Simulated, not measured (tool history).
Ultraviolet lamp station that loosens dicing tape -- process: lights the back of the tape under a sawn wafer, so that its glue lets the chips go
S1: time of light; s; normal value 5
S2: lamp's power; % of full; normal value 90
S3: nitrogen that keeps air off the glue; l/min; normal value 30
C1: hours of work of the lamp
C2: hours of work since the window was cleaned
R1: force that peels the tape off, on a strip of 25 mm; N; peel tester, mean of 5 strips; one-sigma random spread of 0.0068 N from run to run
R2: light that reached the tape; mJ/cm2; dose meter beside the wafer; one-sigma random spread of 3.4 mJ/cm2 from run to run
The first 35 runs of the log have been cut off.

run    hour  S1   S2  S3   C1   C2     R1   R2
 36  1099.8   5   91  30  575  241  0.357  425
 37  1118.3   5   91  30  584  250  0.374  424
 38  1145.7   5   90  12  597  264  0.704  420
 39  1168.0   5   64  18  608  274  0.931  300
 40  1199.0   7   84  15  623  289  0.397  534
 41  1218.1   3  100  30  632  299  0.762  275
 42  1260.8   3  100  30  653  319  0.796  270
 43  1280.3   3   72  52  662  329  0.947  195

Forecast each of these 3 alternatives for the next run:
  A  1307.6   3  83  30  676  342   ?   ?
  B  1307.6   3  87  13  676  342   ?   ?
  C  1307.6   5  90  30  676  342   ?   ?

run     R1   R2
  A  1.025  219
  B  1.427  235
  C  0.419  401
The same runs, with their run-to-run variation unchanged, on a tool lacking any hidden condition would have given:
run     R1   R2
  A  0.678  296
  B  1.038  316
  C  0.235  541

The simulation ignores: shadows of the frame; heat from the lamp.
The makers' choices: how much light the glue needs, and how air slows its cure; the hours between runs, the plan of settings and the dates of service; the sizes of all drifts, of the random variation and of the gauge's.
